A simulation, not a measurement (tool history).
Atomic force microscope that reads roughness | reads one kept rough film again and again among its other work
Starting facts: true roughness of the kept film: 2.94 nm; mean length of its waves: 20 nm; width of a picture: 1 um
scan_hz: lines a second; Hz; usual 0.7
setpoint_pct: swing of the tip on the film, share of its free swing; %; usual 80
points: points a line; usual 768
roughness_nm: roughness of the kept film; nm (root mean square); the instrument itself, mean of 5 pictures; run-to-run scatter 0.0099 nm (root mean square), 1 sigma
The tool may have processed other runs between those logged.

| run | hour | scan_hz | setpoint_pct | points | roughness_nm |
|---|---|---|---|---|---|
| 1 | 0 | 0.7 | 80 | 768 | 1.996 |
| 2 | 8.9 | 0.7 | 80 | 768 | 1.928 |
| 3 | 17.1 | 0.7 | 80 | 768 | 1.816 |
|  | 25.9 | new tip fitted |
| 4 | 25.9 | 0.7 | 80 | 768 | 2.27 |
| 5 | 31.9 | 0.7 | 80 | 768 | 2.193 |
| 6 | 38.6 | 0.7 | 80 | 768 | 2.078 |
| 7 | 46.4 | 0.7 | 80 | 768 | 2 |
| 8 | 53.9 | 0.7 | 80 | 768 | 1.916 |
| 9 | 58.9 | 3.923 | 80 | 768 | 1.418 |
| 10 | 64.3 | 3.923 | 80 | 768 | 1.393 |
|  | 68.1 | new tip fitted |
| 11 | 74.5 | 0.8 | 80 | 768 | 2.143 |
| 12 | 78.7 | 0.7 | 80 | 405 | 2.065 |
| 13 | 87.4 | 0.535 | 78 | 344 | 1.98 |
|  | 89 | height scale calibrated on a step standard |
| 14 | 96.8 | 0.7 | 84 | 273 | 1.794 |
| 15 | 105.8 | 0.7 | 84 | 273 | 1.707 |
|  | 111.8 | new tip fitted |
| 16 | 114.4 | 0.7 | 84 | 273 | 2.107 |
| 17 | 123.8 | 0.7 | 73 | 768 | 2.131 |
| 18 | 130.5 | 1.67 | 66 | 274 | 1.911 |
| 19 | 137.7 | 1.67 | 66 | 274 | 1.832 |
|  | 145 | height scale calibrated on a step standard, once more |
| 20 | 145.7 | 0.7 | 65 | 659 | 1.914 |
| 21 | 153.2 | 3.759 | 73 | 659 | 1.497 |
|  | 154.6 | new tip fitted |
| 22 | 158.1 | 3.759 | 73 | 659 | 1.891 |
| 23 | 166.7 | 2.378 | 85 | 981 | 1.717 |
| 24 | 172.1 | 2.378 | 85 | 981 | 1.659 |

Table of differences, measured result less the result of that run with no hidden state. Run-to-run variation is the same in both. Gauge scatter possibly is not:
Hidden state at play: radius of the tip, nm; height scale over the true one, %; drift of the gauge itself on roughness_nm, %.
| run | roughness_nm |
|---|---|
| 1 | -0.275 |
| 2 | -0.373 |
| 3 | -0.463 |
| 4 | -0.004 |
| 5 | -0.089 |
| 6 | -0.188 |
| 7 | -0.288 |
| 8 | -0.377 |
| 9 | -0.322 |
| 10 | -0.365 |
| 11 | -0.123 |
| 12 | -0.183 |
| 13 | -0.292 |
| 14 | -0.366 |
| 15 | -0.455 |
| 16 | -0.064 |
| 17 | -0.217 |
| 18 | -0.276 |
| 19 | -0.356 |
| 20 | -0.454 |
| 21 | -0.421 |
| 22 | -0.053 |
| 23 | -0.146 |
| 24 | -0.21 |
